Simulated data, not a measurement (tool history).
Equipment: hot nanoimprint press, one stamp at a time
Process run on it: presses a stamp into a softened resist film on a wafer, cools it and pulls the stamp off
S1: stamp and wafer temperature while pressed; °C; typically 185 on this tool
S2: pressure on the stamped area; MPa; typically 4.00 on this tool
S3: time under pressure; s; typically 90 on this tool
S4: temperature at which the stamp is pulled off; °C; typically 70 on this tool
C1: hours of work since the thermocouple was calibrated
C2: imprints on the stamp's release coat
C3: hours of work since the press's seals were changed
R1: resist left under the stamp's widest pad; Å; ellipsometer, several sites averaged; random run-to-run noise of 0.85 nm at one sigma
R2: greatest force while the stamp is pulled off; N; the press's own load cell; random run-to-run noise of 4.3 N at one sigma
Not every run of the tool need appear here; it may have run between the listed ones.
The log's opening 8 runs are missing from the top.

run    day   S1    S2   S3  S4   C1   C2   C3    R1   R2
  9  2.804  185  4.00   80  70  166  351   69  1841  216
 10  3.071  185  4.00   80  70  169  358   72  1835  211
 11  3.454  185  4.00   90  70  173  370   75  1752  208
 12  3.775  185  4.00   90  70  176  379   78  1760  211
 13  4.075  185  4.00   90  70  179  387   81  1754  201
 14  4.358  185  4.00   90  70  181  396   84  1733  208
 15  4.658  185  4.00   90  70  184  404   87  1759  212
 16  4.892  193  2.99  147  64  186  411   89  1112  223
 17  5.342  181  5.87   90  70  191  424   93  1810  210
 18  5.779  181  5.87   90  70  195  437   98  1803  209
 19  6.208  181  5.87   90  70  199  449  102  1792  214
 20  6.583  181  6.01   90  70  203  460  105  1784  216
 21  6.858  181  6.01   90  70  205  468  108  1795  211
 22  7.192  185  4.00   78  70  208  477  111  1856  207
 23  7.400  185  4.00  107  69  211  483  113  1638  220
 24  7.738  185  4.00  107  69  214  493  116  1637  214
 25  7.975  189  3.09   60  70  216  500  119  1916  208
 26  8.192  185  4.00   59  69  218  506  121  2045  211
 27  8.383  185  4.48   49  69  220  512  123  2092  212
 28  8.812  185  4.48   49  69  224  524  127  2072  209
 29  9.196  188  2.66  144  70  228  535  130  1517  203
 30  9.479  195  6.04  144  72  230  543  133   704  202

Consider 3 possible next runs. They are alternatives, not a sequence: every one starts from the tool as it was left by run 30. What does each give?
  A  9.888  193  2.89   63  70  234  555  137   ?   ?
  B  9.888  187  4.00  102  67  234  555  137   ?   ?
  C  9.888  182  4.00  113  74  234  555  137   ?   ?

run    R1   R2
  A  1617  212
  B  1522  217
  C  1844  200
Without the tool's hidden state the same runs would have given:
run    R1   R2
  A  1617  212
  B  1522  216
  C  1844  200
